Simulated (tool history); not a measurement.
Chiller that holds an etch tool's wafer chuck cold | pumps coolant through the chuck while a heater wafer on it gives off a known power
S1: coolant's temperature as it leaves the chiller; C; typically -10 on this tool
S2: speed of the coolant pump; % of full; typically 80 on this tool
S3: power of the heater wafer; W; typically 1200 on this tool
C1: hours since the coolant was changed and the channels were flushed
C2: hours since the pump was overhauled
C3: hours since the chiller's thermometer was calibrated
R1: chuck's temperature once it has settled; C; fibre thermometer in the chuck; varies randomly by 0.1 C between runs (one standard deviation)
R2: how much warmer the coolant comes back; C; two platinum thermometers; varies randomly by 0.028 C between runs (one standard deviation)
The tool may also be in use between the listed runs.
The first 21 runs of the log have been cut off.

{"run": 22, "hour": 1542.8, "S1": -10, "S2": 74, "S3": 647, "C1": 5280, "C2": 3002, "C3": 5697, "R1": -3.3, "R2": 2.4}
{"hour": 1552.1, "done": "chiller's thermometer calibrated"}
{"run": 23, "hour": 1625.7, "S1": 0, "S2": 62, "S3": 1350, "C1": 5362, "C2": 3084, "C3": 74, "R1": 15.9, "R2": 5.97}
{"run": 24, "hour": 1722.5, "S1": -10, "S2": 80, "S3": 858, "C1": 5459, "C2": 3181, "C3": 170, "R1": -1.9, "R2": 2.97}
{"run": 25, "hour": 1803.0, "S1": -20, "S2": 80, "S3": 858, "C1": 5539, "C2": 3262, "C3": 251, "R1": -11.6, "R2": 2.96}
{"run": 26, "hour": 1900.3, "S1": -15, "S2": 80, "S3": 750, "C1": 5637, "C2": 3359, "C3": 348, "R1": -7.8, "R2": 2.56}
{"run": 27, "hour": 1952.5, "S1": -14, "S2": 88, "S3": 1480, "C1": 5689, "C2": 3411, "C3": 400, "R1": -0.8, "R2": 4.63}
{"run": 28, "hour": 1996.6, "S1": -10, "S2": 98, "S3": 625, "C1": 5733, "C2": 3455, "C3": 445, "R1": -4.8, "R2": 1.8}
{"run": 29, "hour": 2053.7, "S1": -10, "S2": 97, "S3": 1045, "C1": 5790, "C2": 3512, "C3": 502, "R1": -1.3, "R2": 2.99}
{"run": 30, "hour": 2144.7, "S1": -3, "S2": 97, "S3": 1336, "C1": 5881, "C2": 3603, "C3": 593, "R1": 8.2, "R2": 3.88}
{"run": 31, "hour": 2226.6, "S1": -1, "S2": 60, "S3": 1336, "C1": 5963, "C2": 3685, "C3": 674, "R1": 15.3, "R2": 6.06}
{"run": 32, "hour": 2306.5, "S1": -5, "S2": 60, "S3": 1336, "C1": 6043, "C2": 3765, "C3": 754, "R1": 11.2, "R2": 6.1}

3 options for the next run, each taken on its own from the tool as it stands now. Forecast them:
{"hour": 2360.4, "done": "coolant changed, channels flushed"}
{"run": "A", "hour": 2407.2, "S1": -10, "S2": 80, "S3": 1149, "C1": 47, "C2": 3860, "C3": 849, "R1": "?", "R2": "?"}
{"hour": 2360.4, "done": "coolant changed, channels flushed"}
{"run": "B", "hour": 2407.2, "S1": -13, "S2": 60, "S3": 941, "C1": 47, "C2": 3860, "C3": 849, "R1": "?", "R2": "?"}
{"hour": 2360.4, "done": "coolant changed, channels flushed"}
{"run": "C", "hour": 2407.2, "S1": -19, "S2": 92, "S3": 1069, "C1": 47, "C2": 3860, "C3": 849, "R1": "?", "R2": "?"}

run=A R1=1.1 R2=3.99
run=B R1=-1.7 R2=4.27
run=C R1=-9.9 R2=3.27
Had the tool no hidden state, the same runs would have come out as:
run=A R1=1.1 R2=3.99
run=B R1=-1.7 R2=4.26
run=C R1=-9.9 R2=3.27
